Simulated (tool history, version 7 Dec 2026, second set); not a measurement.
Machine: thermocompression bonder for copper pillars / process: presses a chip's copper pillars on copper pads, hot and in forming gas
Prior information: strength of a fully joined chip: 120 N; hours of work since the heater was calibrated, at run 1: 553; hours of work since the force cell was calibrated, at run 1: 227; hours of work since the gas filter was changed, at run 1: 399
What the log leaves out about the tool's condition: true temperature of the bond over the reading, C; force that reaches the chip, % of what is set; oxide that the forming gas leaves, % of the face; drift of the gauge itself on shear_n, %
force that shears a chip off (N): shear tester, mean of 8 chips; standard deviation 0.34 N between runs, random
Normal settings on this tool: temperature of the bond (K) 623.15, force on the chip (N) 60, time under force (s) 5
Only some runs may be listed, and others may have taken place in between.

run,hour,temperature of the bond (K),force on the chip (N),time under force (s),hours of work since the heater was calibrated,hours of work since the force cell was calibrated,hours of work since the gas filter was changed,force that shears a chip off (N)
1,0,623.15,60,5,553,227,399,80.5
2,24.6,623.15,60,7,563,237,409,87.7
3,42.1,623.15,60,7,570,244,416,87.4
# hour 44: forming gas filter changed
4,68.2,623.15,60,7,580,254,10,91.3
5,88.5,623.15,60,7,588,263,18,90.9
6,111.8,623.15,60,7,598,272,27,90.9
7,132,623.15,60,7,606,280,35,90.7
8,159.7,623.15,60,7,617,291,46,90.6
9,190.6,623.15,60,5,629,303,59,84
10,210.3,623.15,60,15,637,311,67,103.9
11,223.6,623.15,70,5,642,317,72,90.8
12,251.2,623.15,70,3,653,328,83,79.1
13,270.2,623.15,60,11,661,335,91,99.3
14,295.9,623.15,60,11,671,346,101,99
15,319.7,623.15,60,11,681,355,110,98.9
16,335.3,623.15,60,11,687,361,117,99
17,360.4,623.15,60,11,697,371,127,98
18,376.5,623.15,60,11,703,378,133,99.4
19,405.7,623.15,60,11,715,390,145,97.9
20,432.3,623.15,60,3,726,400,155,72.1
21,451.9,627.15,60,5,734,408,163,84.9
22,477.1,623.15,39,4,744,418,173,60.1
23,492.7,628.15,56,5,750,424,180,82.9
24,523,628.15,56,5,762,436,192,83.1
25,545.9,635.15,69,5,771,446,201,94.8
26,576.7,635.15,69,5,784,458,213,94.1
27,599.9,604.15,83,5,793,467,222,84.4
28,613,621.15,60,9,798,472,228,93.7
29,633.7,621.15,60,9,806,481,236,92.8
30,647.9,624.15,53,5,812,486,242,77
31,662.6,638.15,53,8,818,492,248,94.7
32,691.2,596.15,49,10,829,504,259,71.4
33,718.2,599.15,40,6,840,515,270,55
34,744.3,630.15,81,7,851,525,280,102.3
35,765.8,630.15,81,7,859,534,289,102.3
36,782.3,630.15,81,7,866,540,295,102.4
37,806.4,630.15,81,7,875,550,305,102.3
38,835,651.15,61,6,887,561,317,99.4
39,857,651.15,61,6,896,570,325,99.9

How would selected steps in force that shears a chip off (N) from run to run divide? Give the signed amount a tool lacking its hidden state would still show from settings, what came in and random variation, and the signed amount left for the hidden state, including any gauge scatter that is not in both of the compared results.
Run 3 -> 4: forming gas filter changed. force that shears a chip off (N) +3.9: hidden state +4.1, all else -0.2.
Run 19 -> 20: time under force (s) 11 -> 3. force that shears a chip off (N) -25.8: hidden state +0.4, all else -26.2.
Run 21 -> 22: temperature of the bond (K) 627.15 -> 623.15, force on the chip (N) 60 -> 39, time under force (s) 5 -> 4. force that shears a chip off (N) -24.8: hidden state +0.4, all else -25.2.
Run 31 -> 32: temperature of the bond (K) 638.15 -> 596.15, force on the chip (N) 53 -> 49, time under force (s) 8 -> 10. force that shears a chip off (N) -23.3: hidden state +0.9, all else -24.2.
Run 33 -> 34: temperature of the bond (K) 599.15 -> 630.15, force on the chip (N) 40 -> 81, time under force (s) 6 -> 7. force that shears a chip off (N) +47.3: hidden state -2, all else +49.3.
